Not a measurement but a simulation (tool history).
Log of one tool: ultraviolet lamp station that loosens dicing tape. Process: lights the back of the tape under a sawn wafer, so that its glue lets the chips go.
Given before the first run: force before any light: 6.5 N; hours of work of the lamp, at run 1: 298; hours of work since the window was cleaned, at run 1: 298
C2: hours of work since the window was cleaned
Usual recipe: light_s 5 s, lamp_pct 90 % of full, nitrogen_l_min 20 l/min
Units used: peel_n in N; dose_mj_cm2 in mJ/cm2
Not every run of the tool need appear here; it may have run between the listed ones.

Run 1, hour 0: usual settings; hours of work of the lamp 298; C2 298. Result: peel_n 0.76 N, dose_mj_cm2 353 mJ/cm2.
Run 2, hour 14: usual settings; hours of work of the lamp 305; C2 305. Result: peel_n 0.754 N, dose_mj_cm2 351 mJ/cm2.
Run 3, hour 32.4: usual settings; hours of work of the lamp 315; C2 315. Result: peel_n 0.804 N, dose_mj_cm2 345 mJ/cm2.
Run 4, hour 41.4: usual settings but lamp_pct 78 % of full; hours of work of the lamp 320; C2 320. Result: peel_n 1.044 N, dose_mj_cm2 307 mJ/cm2.
Run 5, hour 49.5: usual settings but lamp_pct 78 % of full; hours of work of the lamp 325; C2 325. Result: peel_n 1.026 N, dose_mj_cm2 303 mJ/cm2.
Run 6, hour 66.5: usual settings but nitrogen_l_min 17 l/min; hours of work of the lamp 334; C2 334. Result: peel_n 0.89 N, dose_mj_cm2 348 mJ/cm2.
Run 7, hour 75.8: usual settings but nitrogen_l_min 17 l/min; hours of work of the lamp 339; C2 339. Result: peel_n 0.915 N, dose_mj_cm2 343 mJ/cm2.
Run 8, hour 88.8: usual settings; hours of work of the lamp 346; C2 346. Result: peel_n 0.761 N, dose_mj_cm2 346 mJ/cm2.
Run 9, hour 104.6: usual settings but nitrogen_l_min 8 l/min; hours of work of the lamp 354; C2 354. Result: peel_n 1.472 N, dose_mj_cm2 339 mJ/cm2.
Run 10, hour 117.5: usual settings but nitrogen_l_min 8 l/min; hours of work of the lamp 361; C2 361. Result: peel_n 1.492 N, dose_mj_cm2 342 mJ/cm2.
Run 11, hour 126.1: usual settings but nitrogen_l_min 9 l/min; hours of work of the lamp 366; C2 366. Result: peel_n 1.353 N, dose_mj_cm2 341 mJ/cm2.
Run 12, hour 143.3: usual settings but nitrogen_l_min 9 l/min; hours of work of the lamp 375; C2 375. Result: peel_n 1.395 N, dose_mj_cm2 342 mJ/cm2.
At hour 153.9: window cleaned of glue's vapour.
Run 13, hour 160.5: usual settings but light_s 9 s, nitrogen_l_min 9 l/min; hours of work of the lamp 384; C2 4. Result: peel_n 0.385 N, dose_mj_cm2 650 mJ/cm2.
Run 14, hour 174.9: usual settings but light_s 9 s, nitrogen_l_min 9 l/min; hours of work of the lamp 392; C2 11. Result: peel_n 0.398 N, dose_mj_cm2 643 mJ/cm2.
Run 15, hour 192.6: usual settings but light_s 9 s, nitrogen_l_min 9 l/min; hours of work of the lamp 402; C2 21. Result: peel_n 0.405 N, dose_mj_cm2 640 mJ/cm2.
Run 16, hour 210.2: usual settings but light_s 9 s, nitrogen_l_min 9 l/min; hours of work of the lamp 411; C2 30. Result: peel_n 0.413 N, dose_mj_cm2 643 mJ/cm2.
Run 17, hour 228.1: usual settings but light_s 9 s, nitrogen_l_min 9 l/min; hours of work of the lamp 421; C2 40. Result: peel_n 0.416 N, dose_mj_cm2 642 mJ/cm2.
Run 18, hour 237.7: usual settings but light_s 9 s, lamp_pct 70 % of full, nitrogen_l_min 9 l/min; hours of work of the lamp 426; C2 45. Result: peel_n 0.725 N, dose_mj_cm2 492 mJ/cm2.
Run 19, hour 250.3: usual settings but light_s 7 s, lamp_pct 74 % of full, nitrogen_l_min 21 l/min; hours of work of the lamp 433; C2 52. Result: peel_n 0.543 N, dose_mj_cm2 404 mJ/cm2.
Run 20, hour 263.3: usual settings but light_s 3 s, lamp_pct 73 % of full, nitrogen_l_min 21 l/min; hours of work of the lamp 440; C2 59. Result: peel_n 2.195 N, dose_mj_cm2 171 mJ/cm2.
Run 21, hour 273.4: usual settings but light_s 3 s, lamp_pct 73 % of full, nitrogen_l_min 21 l/min; hours of work of the lamp 446; C2 65. Result: peel_n 2.117 N, dose_mj_cm2 173 mJ/cm2.
Run 22, hour 287: usual settings but light_s 3 s, lamp_pct 63 % of full, nitrogen_l_min 29 l/min; hours of work of the lamp 453; C2 72. Result: peel_n 2.287 N, dose_mj_cm2 147 mJ/cm2.
Run 23, hour 305.2: usual settings but light_s 3 s, lamp_pct 80 % of full, nitrogen_l_min 32 l/min; hours of work of the lamp 463; C2 82. Result: peel_n 1.736 N, dose_mj_cm2 185 mJ/cm2.
Run 24, hour 319.9: usual settings but light_s 6 s, lamp_pct 61 % of full, nitrogen_l_min 17 l/min; hours of work of the lamp 471; C2 90. Result: peel_n 1.249 N, dose_mj_cm2 282 mJ/cm2.
Run 25, hour 331: usual settings but light_s 8 s, lamp_pct 61 % of full, nitrogen_l_min 17 l/min; hours of work of the lamp 477; C2 96. Result: peel_n 0.753 N, dose_mj_cm2 378 mJ/cm2.
Run 26, hour 342.1: usual settings but light_s 8 s, lamp_pct 61 % of full, nitrogen_l_min 17 l/min; hours of work of the lamp 483; C2 102. Result: peel_n 0.773 N, dose_mj_cm2 378 mJ/cm2.
Run 27, hour 356.8: usual settings but light_s 8 s, lamp_pct 61 % of full, nitrogen_l_min 17 l/min; hours of work of the lamp 491; C2 110. Result: peel_n 0.759 N, dose_mj_cm2 374 mJ/cm2.
Run 28, hour 367.4: usual settings but light_s 8 s, lamp_pct 61 % of full, nitrogen_l_min 15 l/min; hours of work of the lamp 496; C2 116. Result: peel_n 0.874 N, dose_mj_cm2 374 mJ/cm2.
Run 29, hour 386.2: usual settings but light_s 8 s, lamp_pct 61 % of full, nitrogen_l_min 15 l/min; hours of work of the lamp 507; C2 126. Result: peel_n 0.863 N, dose_mj_cm2 369 mJ/cm2.
Run 30, hour 395.8: usual settings but light_s 8 s, lamp_pct 61 % of full, nitrogen_l_min 15 l/min; hours of work of the lamp 512; C2 131. Result: peel_n 0.859 N, dose_mj_cm2 367 mJ/cm2.
Run 31, hour 406.7: usual settings but light_s 8 s, lamp_pct 61 % of full, nitrogen_l_min 15 l/min; hours of work of the lamp 518; C2 137. Result: peel_n 0.85 N, dose_mj_cm2 368 mJ/cm2.
Run 32, hour 416.8: usual settings but light_s 8 s, lamp_pct 96 % of full, nitrogen_l_min 24 l/min; hours of work of the lamp 523; C2 142. Result: peel_n 0.237 N, dose_mj_cm2 580 mJ/cm2.
Run 33, hour 434.5: usual settings but light_s 8 s, lamp_pct 96 % of full, nitrogen_l_min 24 l/min; hours of work of the lamp 533; C2 152. Result: peel_n 0.229 N, dose_mj_cm2 573 mJ/cm2.
Run 34, hour 446.6: usual settings but light_s 8 s, lamp_pct 96 % of full, nitrogen_l_min 24 l/min; hours of work of the lamp 539; C2 158. Result: peel_n 0.244 N, dose_mj_cm2 575 mJ/cm2.
Run 35, hour 461.4: usual settings but light_s 8 s, lamp_pct 96 % of full, nitrogen_l_min 24 l/min; hours of work of the lamp 547; C2 166. Result: peel_n 0.254 N, dose_mj_cm2 573 mJ/cm2.
Run 36, hour 469.6: usual settings but light_s 8 s, lamp_pct 96 % of full, nitrogen_l_min 24 l/min; hours of work of the lamp 552; C2 171. Result: peel_n 0.244 N, dose_mj_cm2 575 mJ/cm2.

Measured result minus the same run's result without the hidden state. Both carry the same run-to-run variation, though not necessarily the same gauge scatter:
Hidden state at play: lamp's light, % of a new lamp's; light that the window lets through, % of a clean one's; drift of the gauge itself on peel_n, %; drift of the gauge itself on dose_mj_cm2, %.
run  peel_n  dose_mj_cm2
  1  +0.181          -51
  2  +0.182          -52
  3  +0.198          -54
  4  +0.239          -48
  5   +0.24          -48
  6  +0.226          -57
  7  +0.235          -57
  8  +0.204          -59
  9  +0.324          -59
 10  +0.334          -61
 11  +0.317          -62
 12  +0.331          -63
 13  +0.082          -76
 14  +0.089          -77
 15  +0.091          -81
 16  +0.096          -83
 17    +0.1          -86
 18  +0.165          -68
 19  +0.133          -57
 20   +0.31          -24
 21  +0.304          -25
 22  +0.323          -22
 23  +0.313          -29
 24  +0.271          -44
 25  +0.197          -61
 26  +0.207          -62
 27  +0.206          -63
 28  +0.233          -65
 29  +0.237          -66
 30  +0.237          -66
 31  +0.238          -67
 32  +0.063         -108
 33  +0.061         -110
 34  +0.065         -112
 35  +0.069         -115
 36  +0.068         -116
